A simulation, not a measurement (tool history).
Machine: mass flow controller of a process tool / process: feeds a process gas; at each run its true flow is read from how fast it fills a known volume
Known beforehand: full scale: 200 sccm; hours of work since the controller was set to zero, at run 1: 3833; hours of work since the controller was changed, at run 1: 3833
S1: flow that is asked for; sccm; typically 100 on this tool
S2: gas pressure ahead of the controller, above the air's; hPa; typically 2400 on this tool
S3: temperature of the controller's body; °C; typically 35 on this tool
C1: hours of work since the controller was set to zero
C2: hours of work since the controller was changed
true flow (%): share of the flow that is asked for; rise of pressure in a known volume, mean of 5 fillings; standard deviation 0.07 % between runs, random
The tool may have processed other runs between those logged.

run 1 hour=0 | S1=100 S2=2400 S3=35 | C1=3833 C2=3833 | true_flow_(%)=97.94
run 2 hour=244.1 | S1=100 S2=2400 S3=35 | C1=3968 C2=3968 | true_flow_(%)=97.94
run 3 hour=526.6 | S1=100 S2=1520 S3=35 | C1=4124 C2=4124 | true_flow_(%)=97.63
run 4 hour=685.9 | S1=100 S2=2400 S3=26 | C1=4212 C2=4212 | true_flow_(%)=98.61
run 5 hour=1013.8 | S1=100 S2=2400 S3=29 | C1=4394 C2=4394 | true_flow_(%)=98.49
run 6 hour=1229.3 | S1=100 S2=2400 S3=29 | C1=4513 C2=4513 | true_flow_(%)=98.48
run 7 hour=1483.7 | S1=100 S2=2070 S3=29 | C1=4654 C2=4654 | true_flow_(%)=98.4
run 8 hour=1683.1 | S1=100 S2=2400 S3=35 | C1=4765 C2=4765 | true_flow_(%)=98.11
run 9 hour=1904 | S1=100 S2=2400 S3=22 | C1=4887 C2=4887 | true_flow_(%)=99.18
run 10 hour=2130.4 | S1=100 S2=2400 S3=34 | C1=5012 C2=5012 | true_flow_(%)=98.23
run 11 hour=2323.6 | S1=100 S2=2400 S3=30 | C1=5119 C2=5119 | true_flow_(%)=98.58
run 12 hour=2587.2 | S1=100 S2=2400 S3=30 | C1=5265 C2=5265 | true_flow_(%)=98.69
run 13 hour=2825 | S1=100 S2=2400 S3=30 | C1=5397 C2=5397 | true_flow_(%)=98.63
run 14 hour=2981.8 | S1=100 S2=2400 S3=35 | C1=5484 C2=5484 | true_flow_(%)=98.19
-- hour=3250.2 controller's zero set anew
run 15 hour=3260.2 | S1=100 S2=2400 S3=35 | C1=6 C2=5638 | true_flow_(%)=98.35
run 16 hour=3588.5 | S1=100 S2=2400 S3=35 | C1=187 C2=5820 | true_flow_(%)=98.37
run 17 hour=3897.9 | S1=100 S2=2400 S3=35 | C1=359 C2=5991 | true_flow_(%)=98.43
run 18 hour=4150.5 | S1=100 S2=2400 S3=35 | C1=499 C2=6131 | true_flow_(%)=98.5
run 19 hour=4382.3 | S1=107 S2=2400 S3=35 | C1=627 C2=6259 | true_flow_(%)=98.68
run 20 hour=4584.4 | S1=107 S2=2400 S3=35 | C1=739 C2=6371 | true_flow_(%)=98.66
run 21 hour=4816.7 | S1=107 S2=2590 S3=35 | C1=868 C2=6500 | true_flow_(%)=98.54
run 22 hour=5023.8 | S1=100 S2=2400 S3=35 | C1=982 C2=6615 | true_flow_(%)=98.6
run 23 hour=5275.7 | S1=69 S2=2400 S3=35 | C1=1122 C2=6754 | true_flow_(%)=98.2
run 24 hour=5463.9 | S1=69 S2=2400 S3=35 | C1=1226 C2=6858 | true_flow_(%)=98.1
run 25 hour=5663.1 | S1=62 S2=1500 S3=33 | C1=1336 C2=6969 | true_flow_(%)=97.69
run 26 hour=5898.9 | S1=78 S2=2660 S3=32 | C1=1467 C2=7099 | true_flow_(%)=98.76
run 27 hour=6076.5 | S1=78 S2=2660 S3=32 | C1=1565 C2=7198 | true_flow_(%)=98.74
run 28 hour=6351.5 | S1=61 S2=2340 S3=35 | C1=1718 C2=7350 | true_flow_(%)=98.18
run 29 hour=6543.7 | S1=100 S2=2400 S3=21 | C1=1824 C2=7456 | true_flow_(%)=99.78
run 30 hour=6729.2 | S1=100 S2=1410 S3=35 | C1=1927 C2=7559 | true_flow_(%)=98.34
run 31 hour=6878.8 | S1=153 S2=2200 S3=36 | C1=2010 C2=7642 | true_flow_(%)=99.62
run 32 hour=7111.5 | S1=152 S2=2300 S3=33 | C1=2139 C2=7771 | true_flow_(%)=99.93
run 33 hour=7255.6 | S1=152 S2=2300 S3=33 | C1=2218 C2=7851 | true_flow_(%)=99.89
run 34 hour=7559.6 | S1=90 S2=2090 S3=22 | C1=2387 C2=8019 | true_flow_(%)=99.71
run 35 hour=7714 | S1=100 S2=1810 S3=34 | C1=2472 C2=8105 | true_flow_(%)=98.77
run 36 hour=8038.3 | S1=30 S2=1400 S3=21 | C1=2652 C2=8284 | true_flow_(%)=98.26
run 37 hour=8323.8 | S1=34 S2=1700 S3=35 | C1=2810 C2=8442 | true_flow_(%)=97.66
run 38 hour=8629.4 | S1=90 S2=1870 S3=35 | C1=2979 C2=8612 | true_flow_(%)=98.65
run 39 hour=8806.1 | S1=44 S2=2230 S3=21 | C1=3077 C2=8709 | true_flow_(%)=99.03
run 40 hour=9030.4 | S1=95 S2=1680 S3=21 | C1=3201 C2=8834 | true_flow_(%)=99.64
-- hour=9069.1 gauge calibrated
run 41 hour=9285 | S1=28 S2=1980 S3=35 | C1=3342 C2=8975 | true_flow_(%)=96.66
run 42 hour=9451 | S1=39 S2=2400 S3=38 | C1=3434 C2=9067 | true_flow_(%)=96.89
run 43 hour=9686.7 | S1=21 S2=2140 S3=34 | C1=3565 C2=9197 | true_flow_(%)=96.69
run 44 hour=9954.5 | S1=100 S2=2400 S3=32 | C1=3713 C2=9345 | true_flow_(%)=98.28
run 45 hour=10226.9 | S1=100 S2=2400 S3=32 | C1=3864 C2=9496 | true_flow_(%)=98.22
run 46 hour=10486.9 | S1=100 S2=2400 S3=32 | C1=4008 C2=9640 | true_flow_(%)=98.24
run 47 hour=10732.9 | S1=100 S2=2400 S3=32 | C1=4144 C2=9777 | true_flow_(%)=98.45

Pick out some run-to-run changes in true flow (%). Of each, how much would a tool without hidden state show as well, from the settings, what came in and chance, and how much is left for the hidden state and any gauge scatter not in both results compared?
The hidden state here: flow at rest that the sensor doesn't see, % of full scale; true flow over the shown one, %; drift of the gauge itself on true_pct, %.
Run 28 -> 29: S1 61 -> 100, S2 2340 -> 2400, S3 35 -> 21. true flow (%) +1.6: hidden state +0.03, all else +1.57.
Run 33 -> 34: S1 152 -> 90, S2 2300 -> 2090, S3 33 -> 22. true flow (%) -0.18: hidden state +0.05, all else -0.23.
Run 37 -> 38: S1 34 -> 90, S2 1700 -> 1870. true flow (%) +0.99: hidden state +0.05, all else +0.94.
Run 40 -> 41: S1 95 -> 28, S2 1680 -> 1980, S3 21 -> 35, gauge calibrated. true flow (%) -2.98: hidden state -1.19, all else -1.79.
Run 43 -> 44: S1 21 -> 100, S2 2140 -> 2400, S3 34 -> 32. true flow (%) +1.59: hidden state +0.05, all else +1.54.
